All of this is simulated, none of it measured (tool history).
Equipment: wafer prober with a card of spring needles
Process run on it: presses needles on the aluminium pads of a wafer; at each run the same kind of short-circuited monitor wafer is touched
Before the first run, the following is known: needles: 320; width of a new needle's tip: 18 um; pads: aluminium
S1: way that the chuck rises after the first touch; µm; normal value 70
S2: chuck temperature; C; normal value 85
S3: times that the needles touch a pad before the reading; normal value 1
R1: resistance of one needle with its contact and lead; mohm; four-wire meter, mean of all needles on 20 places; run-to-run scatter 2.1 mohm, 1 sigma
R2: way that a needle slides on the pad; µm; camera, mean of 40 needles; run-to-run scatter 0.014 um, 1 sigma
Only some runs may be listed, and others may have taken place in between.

Run 1, hour 0: usual settings. Result: R1 232 mohm, R2 12.56 µm.
At hour 34.5: tips cleaned on abrasive film.
At hour 66.6: tips cleaned on abrasive film.
Run 2, hour 69.3: usual settings. Result: R1 257 mohm, R2 12.54 µm.
At hour 96: tips cleaned on abrasive film.
Run 3, hour 108.2: usual settings. Result: R1 303 mohm, R2 12.5 µm.
At hour 128.2: tips cleaned on abrasive film.
Run 4, hour 155.5: usual settings but S3 2. Result: R1 301 mohm, R2 12.49 µm.
At hour 162.5: tips cleaned on abrasive film.
At hour 192.2: tips cleaned on abrasive film.
Run 5, hour 219.5: usual settings but S3 2. Result: R1 297 mohm, R2 12.49 µm.
At hour 226.2: tips cleaned on abrasive film.
At hour 255.5: tips cleaned on abrasive film.
At hour 289.3: tips cleaned on abrasive film.
Run 6, hour 289.3: usual settings. Result: R1 238 mohm, R2 12.43 µm.
At hour 319.6: tips cleaned on abrasive film.
At hour 350.5: tips cleaned on abrasive film.
Run 7, hour 361.2: usual settings. Result: R1 305 mohm, R2 12.42 µm.
At hour 382.5: tips cleaned on abrasive film.
At hour 413.4: tips cleaned on abrasive film.
Run 8, hour 430.2: usual settings. Result: R1 324 mohm, R2 12.42 µm.
At hour 446.4: tips cleaned on abrasive film.
At hour 481.3: tips cleaned on abrasive film.
Run 9, hour 495.8: usual settings but S3 2. Result: R1 280 mohm, R2 12.38 µm.
At hour 512.1: tips cleaned on abrasive film.
At hour 518.3: height of the first contact set anew.
Run 10, hour 528.3: usual settings but S3 3. Result: R1 262 mohm, R2 12.63 µm.
At hour 542.6: tips cleaned on abrasive film.
At hour 574.2: tips cleaned on abrasive film.
Run 11, hour 586.4: usual settings. Result: R1 304 mohm, R2 12.6 µm.
At hour 606.7: tips cleaned on abrasive film.
At hour 641.3: tips cleaned on abrasive film.
Run 12, hour 644.4: usual settings. Result: R1 253 mohm, R2 12.55 µm.
At hour 672: tips cleaned on abrasive film.
Run 13, hour 700.7: usual settings. Result: R1 349 mohm, R2 12.55 µm.
At hour 704.2: tips cleaned on abrasive film.
At hour 735.3: tips cleaned on abrasive film.
Run 14, hour 740.5: usual settings. Result: R1 279 mohm, R2 12.53 µm.
At hour 766: tips cleaned on abrasive film.
Run 15, hour 780.2: usual settings. Result: R1 315 mohm, R2 12.51 µm.
At hour 795.2: tips cleaned on abrasive film.
At hour 827.9: tips cleaned on abrasive film.
Run 16, hour 836.9: usual settings but S3 2. Result: R1 266 mohm, R2 12.5 µm.
At hour 861.2: tips cleaned on abrasive film.
Run 17, hour 875.3: usual settings but S2 68 C, S3 2. Result: R1 278 mohm, R2 12.47 µm.
At hour 892.7: tips cleaned on abrasive film.
Run 18, hour 905.5: usual settings but S1 90 µm, S2 52 C. Result: R1 265 mohm, R2 16.08 µm.
At hour 924.9: tips cleaned on abrasive film.
Run 19, hour 935.8: usual settings but S1 67 µm, S2 54 C. Result: R1 314 mohm, R2 11.91 µm.
At hour 957.6: tips cleaned on abrasive film.
At hour 989.1: tips cleaned on abrasive film.
Run 20, hour 995.5: usual settings but S1 84 µm, S2 90 C, S3 2. Result: R1 247 mohm, R2 14.94 µm.
At hour 1019: tips cleaned on abrasive film.
Run 21, hour 1042.2: usual settings but S1 79 µm, S2 27 C, S3 2. Result: R1 273 mohm, R2 14.04 µm.
At hour 1051.4: tips cleaned on abrasive film.
At hour 1082.7: tips cleaned on abrasive film.
Run 22, hour 1104.7: usual settings but S1 79 µm, S2 27 C, S3 2. Result: R1 271 mohm, R2 14.01 µm.
At hour 1112.7: tips cleaned on abrasive film.
At hour 1145.3: tips cleaned on abrasive film.
Run 23, hour 1158.2: usual settings but S1 50 µm, S2 62 C. Result: R1 412 mohm, R2 8.78 µm.
At hour 1175.6: tips cleaned on abrasive film.
At hour 1189.9: height of the first contact set anew.
Run 24, hour 1189.9: usual settings but S1 50 µm, S2 62 C. Result: R1 414 mohm, R2 9 µm.
At hour 1205.1: tips cleaned on abrasive film.
At hour 1239.1: tips cleaned on abrasive film.
Run 25, hour 1261.9: usual settings but S1 53 µm, S2 123 C. Result: R1 428 mohm, R2 9.54 µm.
At hour 1270.7: tips cleaned on abrasive film.
At hour 1300.5: tips cleaned on abrasive film.
Run 26, hour 1311.1: usual settings but S1 82 µm, S2 39 C. Result: R1 268 mohm, R2 14.72 µm.
At hour 1333.6: tips cleaned on abrasive film.
Run 27, hour 1361.7: usual settings but S1 88 µm, S2 37 C. Result: R1 304 mohm, R2 15.79 µm.
At hour 1366.4: tips cleaned on abrasive film.
At hour 1400.1: tips cleaned on abrasive film.
Run 28, hour 1410.3: usual settings but S1 75 µm, S3 2. Result: R1 266 mohm, R2 13.42 µm.
At hour 1433.6: tips cleaned on abrasive film.
Run 29, hour 1455.6: usual settings but S1 75 µm, S3 2. Result: R1 286 mohm, R2 13.41 µm.
At hour 1468: tips cleaned on abrasive film.
At hour 1499.8: tips cleaned on abrasive film.
Run 30, hour 1526.4: usual settings but S1 75 µm, S3 2. Result: R1 295 mohm, R2 13.4 µm.
At hour 1530.7: tips cleaned on abrasive film.
At hour 1561.9: tips cleaned on abrasive film.
Run 31, hour 1571.7: usual settings but S1 71 µm, S2 82 C. Result: R1 300 mohm, R2 12.65 µm.
At hour 1593.3: tips cleaned on abrasive film.
Run 32, hour 1602.9: usual settings but S1 68 µm, S2 82 C, S3 2. Result: R1 276 mohm, R2 12.09 µm.

Some steps in R1 between neighbouring runs. How much of each would the tool show without its hidden state too (settings, what came in, random variation), and how much is left for the hidden state, with any gauge scatter that isn't in both results?
What the log doesn't record here: debris on the tips, nm; way that the needles fall short of the set height, um; tips' diameter, um; drift of the gauge itself on contact_mohm, %; drift of the gauge itself on scrub_um, %.
Run 12 -> 13: tips cleaned on abrasive film. R1 +96 mohm: hidden state +95, all else +1.
Run 22 -> 23: S1 79 -> 50, S2 27 -> 62, S3 2 -> 1, tips cleaned on abrasive film, tips cleaned on abrasive film. R1 +141 mohm: hidden state +118, all else +23.
Run 25 -> 26: S1 53 -> 82, S2 123 -> 39, tips cleaned on abrasive film, tips cleaned on abrasive film. R1 -160 mohm: hidden state -124, all else -36.
